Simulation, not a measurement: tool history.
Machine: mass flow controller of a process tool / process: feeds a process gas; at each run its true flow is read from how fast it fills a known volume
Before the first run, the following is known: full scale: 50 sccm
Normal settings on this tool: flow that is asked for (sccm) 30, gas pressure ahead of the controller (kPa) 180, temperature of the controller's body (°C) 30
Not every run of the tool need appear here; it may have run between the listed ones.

| run | hour | flow that is asked for (sccm) | gas pressure ahead of the controller (kPa) | temperature of the controller's body (°C) | true flow (%) |
|---|---|---|---|---|---|
| 1 | 0 | 30 | 180 | 30 | 99.6 |
| 2 | 85.1 | 30 | 180 | 30 | 99.68 |
| 3 | 146.7 | 30 | 180 | 30 | 99.54 |
| 4 | 207.8 | 30 | 180 | 30 | 99.72 |
| 5 | 305.8 | 30 | 231 | 30 | 99.64 |
| 6 | 356.7 | 30 | 231 | 30 | 99.53 |
| 7 | 446.9 | 30 | 231 | 30 | 99.55 |
| 8 | 499.2 | 30 | 180 | 30 | 99.61 |
| 9 | 551.4 | 21 | 220 | 30 | 99.28 |
| 10 | 601.7 | 30 | 188 | 30 | 99.56 |
| 11 | 655.1 | 30 | 259 | 20 | 100.37 |
| 12 | 713.9 | 25 | 180 | 21 | 100.19 |
| 13 | 808.1 | 25 | 180 | 21 | 100.31 |
| 14 | 861.1 | 5 | 180 | 30 | 93.93 |
| 15 | 951.6 | 27 | 180 | 30 | 99.2 |
| 16 | 1000.9 | 16 | 180 | 30 | 98.42 |

Missing from the log above: 1 entry noted between runs. For each, name the pair of listed runs it sits between and say how the tool's hidden condition differs from the listed run just before to the listed run just after:
Runs 9 to 10: controller's zero set anew (hour 556.1)
  flow at rest that the sensor doesn't see, % of full scale: -0.422 -> -0.601; true flow over the shown one, %: 1.04 -> 1.05
  what was measured, less what the result would be without the hidden state, true flow (%): +0.04 -> +0.05

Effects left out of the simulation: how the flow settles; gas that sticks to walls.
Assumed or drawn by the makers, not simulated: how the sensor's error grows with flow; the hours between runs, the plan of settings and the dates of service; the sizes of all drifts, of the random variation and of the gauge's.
